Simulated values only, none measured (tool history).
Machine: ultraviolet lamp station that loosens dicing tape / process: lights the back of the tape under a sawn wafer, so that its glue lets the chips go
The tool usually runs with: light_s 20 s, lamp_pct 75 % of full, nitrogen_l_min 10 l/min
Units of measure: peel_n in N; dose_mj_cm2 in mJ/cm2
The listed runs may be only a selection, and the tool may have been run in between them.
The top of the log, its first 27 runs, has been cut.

{"run": 28, "day": 38.483, "light_s": 18, "lamp_pct": 62, "nitrogen_l_min": 11, "peel_n": 1.763, "dose_mj_cm2": 237}
{"run": 29, "day": 40.008, "light_s": 30, "lamp_pct": 61, "nitrogen_l_min": 15, "peel_n": 0.528, "dose_mj_cm2": 392}
{"run": 30, "day": 41.629, "light_s": 18, "lamp_pct": 91, "nitrogen_l_min": 12, "peel_n": 0.838, "dose_mj_cm2": 348}
{"day": 43.012, "done": "window cleaned of glue's vapour"}
{"run": 31, "day": 43.408, "light_s": 18, "lamp_pct": 80, "nitrogen_l_min": 12, "peel_n": 0.945, "dose_mj_cm2": 325}
{"run": 32, "day": 44.375, "light_s": 34, "lamp_pct": 98, "nitrogen_l_min": 4, "peel_n": 0.379, "dose_mj_cm2": 746}
{"run": 33, "day": 45.546, "light_s": 14, "lamp_pct": 89, "nitrogen_l_min": 12, "peel_n": 1.286, "dose_mj_cm2": 279}
{"run": 34, "day": 46.488, "light_s": 37, "lamp_pct": 63, "nitrogen_l_min": 4, "peel_n": 0.894, "dose_mj_cm2": 516}
{"run": 35, "day": 47.625, "light_s": 37, "lamp_pct": 63, "nitrogen_l_min": 4, "peel_n": 0.887, "dose_mj_cm2": 515}
{"run": 36, "day": 48.592, "light_s": 37, "lamp_pct": 64, "nitrogen_l_min": 11, "peel_n": 0.358, "dose_mj_cm2": 520}
{"run": 37, "day": 49.704, "light_s": 37, "lamp_pct": 64, "nitrogen_l_min": 11, "peel_n": 0.361, "dose_mj_cm2": 516}
{"run": 38, "day": 50.904, "light_s": 11, "lamp_pct": 98, "nitrogen_l_min": 6, "peel_n": 2.514, "dose_mj_cm2": 233}

The next listed run, before its measurement:
{"run": 39, "day": 52.396, "light_s": 34, "lamp_pct": 78, "nitrogen_l_min": 3, "peel_n": "?", "dose_mj_cm2": "?"}

Logged for run 39: peel_n 0.931 N, dose_mj_cm2 570 mJ/cm2.
With no hidden state in the tool, this same run would have given peel_n 0.602 N, dose_mj_cm2 693 mJ/cm2.
